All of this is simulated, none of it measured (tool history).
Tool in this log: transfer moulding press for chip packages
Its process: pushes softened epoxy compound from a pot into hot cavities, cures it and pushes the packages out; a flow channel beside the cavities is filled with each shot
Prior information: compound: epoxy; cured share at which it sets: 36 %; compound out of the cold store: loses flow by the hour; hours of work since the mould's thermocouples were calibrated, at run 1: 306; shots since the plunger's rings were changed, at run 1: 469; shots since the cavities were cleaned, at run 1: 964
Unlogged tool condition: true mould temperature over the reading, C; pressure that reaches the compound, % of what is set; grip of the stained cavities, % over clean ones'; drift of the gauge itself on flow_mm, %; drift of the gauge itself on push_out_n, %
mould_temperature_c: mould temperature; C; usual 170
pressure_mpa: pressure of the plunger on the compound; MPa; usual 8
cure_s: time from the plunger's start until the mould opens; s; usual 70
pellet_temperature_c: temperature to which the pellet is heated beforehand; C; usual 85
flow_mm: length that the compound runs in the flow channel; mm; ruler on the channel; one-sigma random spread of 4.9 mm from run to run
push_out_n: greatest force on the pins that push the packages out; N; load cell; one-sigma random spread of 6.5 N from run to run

run    hour  mould_temperature_c  pressure_mpa  cure_s  pellet_temperature_c  hours of work since the mould's thermocouples were calibrated  shots since the plunger's rings were changed  shots since the cavities were cleaned  incoming compound's hours out of the cold store  flow_mm  push_out_n
  1       0                  170             8      70                    85                                                            306                                           469                                    964                                             42.7      471         399
        6.2  -- cavities cleaned with cleaning compound and waxed
  2    70.4                  170             8      70                    85                                                            336                                          1261                                    738                                              9.1      539         506
       96.5  -- cavities cleaned with cleaning compound and waxed
  3   124.3                  170             8      70                    85                                                            358                                          1862                                    319                                               28      498         339
      187.2  -- cavities cleaned with cleaning compound and waxed
  4   190.4                  170             8      70                    85                                                            386                                          2604                                     37                                             32.1      480         308
  5   223.5                  170             8      70                    88                                                            400                                          2984                                    417                                             24.4      487         370
  6   263.3                  170             8      70                    85                                                            418                                          3442                                    875                                             24.3      492         434
        278  -- cavities cleaned with cleaning compound and waxed
  7   330.8                  170             8      93                    85                                                            446                                          4200                                    608                                             10.5      508         304
      368.7  -- cavities cleaned with cleaning compound and waxed
        407  -- plunger's sealing rings changed
  8     407                  170             8      93                    85                                                            477                                             0                                    412                                              9.7      554         267
      423.8  -- cavities cleaned with cleaning compound and waxed, once more
  9     451                  170             8     102                    85                                                            496                                           488                                    313                                             19.9      529         246
 10   486.7                  170             8     102                    83                                                            511                                           897                                    722                                             38.5      476         285
      514.7  -- cavities cleaned with cleaning compound and waxed
 11   544.8                  170             8     102                    83                                                            535                                          1547                                    346                                              8.1      537         260
 12   584.1                  170             8     102                    83                                                            552                                          1998                                    797                                              8.8      540         294
      603.3  -- cavities cleaned with cleaning compound and waxed
 13   645.3                  170             8      63                    85                                                            578                                          2684                                    483                                             21.9      498         486
      693.6  -- cavities cleaned with cleaning compound and waxed
 14     706                  170             8      63                    85                                                            604                                          3364                                    143                                             45.2      450         382
 15   765.4                  175          9.74      70                    85                                                            629                                          4046                                    825                                             18.1      528         333
      782.8  -- cavities cleaned with cleaning compound and waxed
 16   823.4                  175          7.45      86                    78                                                            654                                          4695                                    466                                             41.8      424         265
      854.8  -- plunger's sealing rings changed
 17   858.2                  174          7.45      66                    78                                                            667                                            38                                    836                                             32.9      481         373
      875.4  -- cavities cleaned with cleaning compound and waxed
 18   912.3                  174          7.45      66                    78                                                            690                                           643                                    424                                             45.9      450         317
 19   958.6                  170             8      92                    91                                                            710                                          1174                                    955                                             39.7      474         329
      964.5  -- cavities cleaned with cleaning compound and waxed
 20  1031.3                  170          6.99      60                    86                                                            741                                          1992                                    767                                             33.1      458         576
     1055.2  -- cavities cleaned with cleaning compound and waxed
 21  1079.4                  170          6.99      60                    86                                                            761                                          2527                                    278                                             31.2      449         501
 22  1123.5                  170          6.99      60                    86                                                            780                                          3033                                    784                                             26.6      445         631
     1144.3  -- cavities cleaned with cleaning compound and waxed
 23  1160.7                  170          6.99      60                    86                                                            795                                          3444                                    189                                             37.9      436         464
 24  1196.6                  170          6.99      60                    86                                                            811                                          3855                                    600                                             11.6      472         612
     1217.2  -- mould's thermocouples calibrated
     1235.7  -- cavities cleaned with cleaning compound and waxed
 25  1270.7                  175           7.2      63                    85                                                             22                                          4666                                    402                                             25.3      430         325
       1304  -- plunger's sealing rings changed
     1331.8  -- cavities cleaned with cleaning compound and waxed
 26    1343                  165           7.2      82                    91                                                             52                                           431                                    128                                             21.1      490         295
 27  1408.3                  164          9.53      70                    85                                                             80                                          1180                                    877                                             39.7      533         535
     1424.9  -- cavities cleaned with cleaning compound and waxed
 28  1463.8                  170          9.53      73                    85                                                            103                                          1801                                    447                                             36.1      520         295

Here are 3 independent what-if runs from the current tool condition. What would each one return?
  A  1505.4                  166             8      51                    85                                                            121                                          2279                                    925                                             32.1        ?           ?
  B  1505.4                  170          6.75      77                    85                                                            121                                          2279                                    925                                               43        ?           ?
  C  1505.4                  170          9.53      73                    88                                                            121                                          2279                                    925                                             14.6        ?           ?

run  flow_mm  push_out_n
  A      480        1054
  B      429         336
  C      559         366
With the hidden condition removed and each run's random variation left untouched, the same runs would have given:
run  flow_mm  push_out_n
  A      502         697
  B      449         220
  C      584         243

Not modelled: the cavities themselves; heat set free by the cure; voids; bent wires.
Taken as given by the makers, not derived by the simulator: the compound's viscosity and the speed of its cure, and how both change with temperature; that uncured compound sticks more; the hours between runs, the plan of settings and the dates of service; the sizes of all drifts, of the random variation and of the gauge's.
